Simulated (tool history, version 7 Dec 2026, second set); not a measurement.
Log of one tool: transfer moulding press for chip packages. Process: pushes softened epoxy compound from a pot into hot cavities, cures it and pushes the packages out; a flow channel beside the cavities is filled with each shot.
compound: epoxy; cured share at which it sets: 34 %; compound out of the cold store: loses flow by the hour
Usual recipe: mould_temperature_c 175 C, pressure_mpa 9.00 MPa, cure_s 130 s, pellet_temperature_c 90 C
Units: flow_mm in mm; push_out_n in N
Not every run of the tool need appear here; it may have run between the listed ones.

| run | day | mould_temperature_c | pressure_mpa | cure_s | pellet_temperature_c | incoming compound's hours out of the cold store | flow_mm | push_out_n |
|---|---|---|---|---|---|---|---|---|
| 1 | 0.000 | 175 | 9.00 | 130 | 90 | 32.5 | 852 | 690 |
| 2 | 1.358 | 175 | 9.00 | 130 | 90 | 21.8 | 915 | 854 |
|  | 2.262 | cavities cleaned with cleaning compound and waxed |
| 3 | 2.521 | 182 | 9.00 | 130 | 90 | 9.9 | 967 | 487 |
|  | 3.733 | mould's thermocouples calibrated |
| 4 | 4.804 | 175 | 9.00 | 130 | 88 | 40.9 | 822 | 798 |
|  | 5.750 | cavities cleaned with cleaning compound and waxed |
| 5 | 6.817 | 175 | 9.00 | 130 | 88 | 38.9 | 811 | 661 |
|  | 9.125 | cavities cleaned with cleaning compound and waxed |
| 6 | 9.125 | 175 | 9.00 | 130 | 88 | 13.8 | 958 | 497 |
| 7 | 11.350 | 175 | 9.00 | 130 | 88 | 42.3 | 775 | 813 |
|  | 12.642 | cavities cleaned with cleaning compound and waxed |
| 8 | 12.858 | 175 | 9.00 | 130 | 88 | 36.1 | 813 | 539 |
| 9 | 14.629 | 175 | 9.00 | 130 | 88 | 11.9 | 938 | 803 |
|  | 15.304 | mould's thermocouples calibrated, once more |
|  | 16.083 | cavities cleaned with cleaning compound and waxed |
| 10 | 17.146 | 175 | 9.00 | 130 | 88 | 23.8 | 874 | 709 |
|  | 19.488 | cavities cleaned with cleaning compound and waxed |
| 11 | 19.488 | 175 | 8.29 | 130 | 90 | 18.2 | 860 | 494 |
| 12 | 21.979 | 175 | 8.29 | 130 | 90 | 19.1 | 861 | 871 |
|  | 22.917 | plunger's sealing rings changed |
|  | 22.979 | cavities cleaned with cleaning compound and waxed |
| 13 | 24.542 | 175 | 8.29 | 130 | 90 | 47.3 | 749 | 728 |
| 14 | 25.754 | 175 | 8.29 | 130 | 90 | 11.5 | 941 | 868 |
|  | 26.350 | cavities cleaned with cleaning compound and waxed |
| 15 | 27.271 | 175 | 9.00 | 160 | 87 | 21.2 | 920 | 623 |
| 16 | 28.433 | 175 | 7.42 | 130 | 88 | 44.6 | 720 | 783 |
|  | 29.792 | cavities cleaned with cleaning compound and waxed |
| 17 | 30.125 | 172 | 10.04 | 148 | 92 | 17.7 | 991 | 537 |
| 18 | 31.871 | 172 | 10.04 | 148 | 92 | 14.3 | 1010 | 773 |
|  | 33.192 | cavities cleaned with cleaning compound and waxed |
| 19 | 33.338 | 175 | 9.00 | 130 | 91 | 44.0 | 773 | 513 |
|  | 34.492 | mould's thermocouples calibrated |
| 20 | 35.562 | 169 | 7.93 | 112 | 85 | 29.8 | 811 | 1346 |
|  | 36.633 | cavities cleaned with cleaning compound and waxed |
| 21 | 38.138 | 169 | 7.93 | 112 | 85 | 45.8 | 735 | 1128 |
| 22 | 39.258 | 169 | 7.93 | 118 | 84 | 18.5 | 864 | 1331 |
|  | 40.092 | cavities cleaned with cleaning compound and waxed |
| 23 | 41.283 | 175 | 9.00 | 136 | 90 | 42.6 | 782 | 716 |
| 24 | 42.721 | 175 | 8.04 | 130 | 98 | 45.8 | 718 | 871 |
|  | 43.504 | cavities cleaned with cleaning compound and waxed |
| 25 | 44.667 | 175 | 8.04 | 130 | 98 | 13.8 | 872 | 719 |
| 26 | 46.262 | 175 | 8.04 | 130 | 98 | 46.3 | 707 | 844 |

Alternative continuations, all from the tool just after run 26; predict every row:
|  | 47.038 | cavities cleaned with cleaning compound and waxed |
| A | 48.083 | 175 | 8.62 | 116 | 83 | 10.6 | ? | ? |
|  | 47.038 | cavities cleaned with cleaning compound and waxed |
| B | 48.083 | 175 | 8.04 | 130 | 86 | 8.4 | ? | ? |
|  | 47.038 | cavities cleaned with cleaning compound and waxed |
| C | 48.083 | 175 | 8.04 | 110 | 90 | 35.1 | ? | ? |

| run | flow_mm | push_out_n |
|---|---|---|
| A | 894 | 823 |
| B | 890 | 717 |
| C | 757 | 795 |
With the hidden condition removed and each run's random variation left untouched, the same runs would have given:
| run | flow_mm | push_out_n |
|---|---|---|
| A | 955 | 601 |
| B | 951 | 519 |
| C | 808 | 579 |
